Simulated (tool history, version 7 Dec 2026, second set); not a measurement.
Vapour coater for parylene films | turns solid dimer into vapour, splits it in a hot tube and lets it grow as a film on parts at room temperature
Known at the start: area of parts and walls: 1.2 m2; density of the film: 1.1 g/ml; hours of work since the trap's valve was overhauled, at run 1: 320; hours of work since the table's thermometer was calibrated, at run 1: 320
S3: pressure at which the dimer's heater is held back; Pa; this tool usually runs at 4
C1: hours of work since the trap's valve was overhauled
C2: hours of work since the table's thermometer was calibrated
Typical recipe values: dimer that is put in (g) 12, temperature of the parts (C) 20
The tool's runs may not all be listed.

run 1 day=0 | dimer_that_is_put_in_(g)=12 temperature_of_the_parts_(C)=20 S3=4 | C1=320 C2=320 | thickness_of_the_film_(um)=5.56
run 2 day=0.725 | dimer_that_is_put_in_(g)=12 temperature_of_the_parts_(C)=20 S3=4 | C1=335 C2=335 | thickness_of_the_film_(um)=5.62
run 3 day=1.754 | dimer_that_is_put_in_(g)=7 temperature_of_the_parts_(C)=20 S3=4 | C1=356 C2=356 | thickness_of_the_film_(um)=3.21
-- day=2.1 trap's valve overhauled
run 4 day=3.375 | dimer_that_is_put_in_(g)=7 temperature_of_the_parts_(C)=20 S3=4 | C1=26 C2=386 | thickness_of_the_film_(um)=3.28
run 5 day=4.346 | dimer_that_is_put_in_(g)=12 temperature_of_the_parts_(C)=20 S3=4 | C1=46 C2=406 | thickness_of_the_film_(um)=5.6
run 6 day=5.279 | dimer_that_is_put_in_(g)=12 temperature_of_the_parts_(C)=20 S3=4 | C1=66 C2=425 | thickness_of_the_film_(um)=5.57
run 7 day=6.254 | dimer_that_is_put_in_(g)=6 temperature_of_the_parts_(C)=20 S3=4 | C1=86 C2=445 | thickness_of_the_film_(um)=2.78
run 8 day=7.712 | dimer_that_is_put_in_(g)=6 temperature_of_the_parts_(C)=20 S3=4 | C1=116 C2=475 | thickness_of_the_film_(um)=2.74
run 9 day=9.129 | dimer_that_is_put_in_(g)=12 temperature_of_the_parts_(C)=30 S3=4 | C1=145 C2=505 | thickness_of_the_film_(um)=3.5
run 10 day=10.658 | dimer_that_is_put_in_(g)=12 temperature_of_the_parts_(C)=20 S3=4 | C1=176 C2=536 | thickness_of_the_film_(um)=5.58
run 11 day=12.108 | dimer_that_is_put_in_(g)=12 temperature_of_the_parts_(C)=20 S3=4 | C1=206 C2=566 | thickness_of_the_film_(um)=5.57
run 12 day=13.258 | dimer_that_is_put_in_(g)=11 temperature_of_the_parts_(C)=15 S3=2.53 | C1=230 C2=590 | thickness_of_the_film_(um)=6.86
run 13 day=14.608 | dimer_that_is_put_in_(g)=12 temperature_of_the_parts_(C)=24 S3=4 | C1=258 C2=617 | thickness_of_the_film_(um)=4.6
run 14 day=16.05 | dimer_that_is_put_in_(g)=12 temperature_of_the_parts_(C)=30 S3=3.45 | C1=287 C2=647 | thickness_of_the_film_(um)=3.51
run 15 day=17.292 | dimer_that_is_put_in_(g)=8 temperature_of_the_parts_(C)=15 S3=3.45 | C1=313 C2=673 | thickness_of_the_film_(um)=4.78
run 16 day=18.842 | dimer_that_is_put_in_(g)=8 temperature_of_the_parts_(C)=16 S3=3.83 | C1=345 C2=705 | thickness_of_the_film_(um)=4.46
-- day=19.746 trap's valve overhauled
run 17 day=20.45 | dimer_that_is_put_in_(g)=8 temperature_of_the_parts_(C)=16 S3=3.83 | C1=14 C2=734 | thickness_of_the_film_(um)=4.42
run 18 day=21.479 | dimer_that_is_put_in_(g)=21 temperature_of_the_parts_(C)=20 S3=4 | C1=36 C2=755 | thickness_of_the_film_(um)=9.56
run 19 day=22.354 | dimer_that_is_put_in_(g)=9 temperature_of_the_parts_(C)=20 S3=2.18 | C1=54 C2=774 | thickness_of_the_film_(um)=4.5
run 20 day=23.433 | dimer_that_is_put_in_(g)=9 temperature_of_the_parts_(C)=19 S3=2.18 | C1=76 C2=796 | thickness_of_the_film_(um)=4.72
run 21 day=24.525 | dimer_that_is_put_in_(g)=9 temperature_of_the_parts_(C)=19 S3=2.18 | C1=98 C2=818 | thickness_of_the_film_(um)=4.74

Run 22 has not been measured yet. What should we expect?
run 22 day=26.15 | dimer_that_is_put_in_(g)=6 temperature_of_the_parts_(C)=16 S3=5.09 | C1=132 C2=852 | thickness_of_the_film_(um)=?

Run 22 measured thickness of the film (um) 3.1.
Had the tool carried no hidden state, the very same run would have given thickness of the film (um) 3.19.

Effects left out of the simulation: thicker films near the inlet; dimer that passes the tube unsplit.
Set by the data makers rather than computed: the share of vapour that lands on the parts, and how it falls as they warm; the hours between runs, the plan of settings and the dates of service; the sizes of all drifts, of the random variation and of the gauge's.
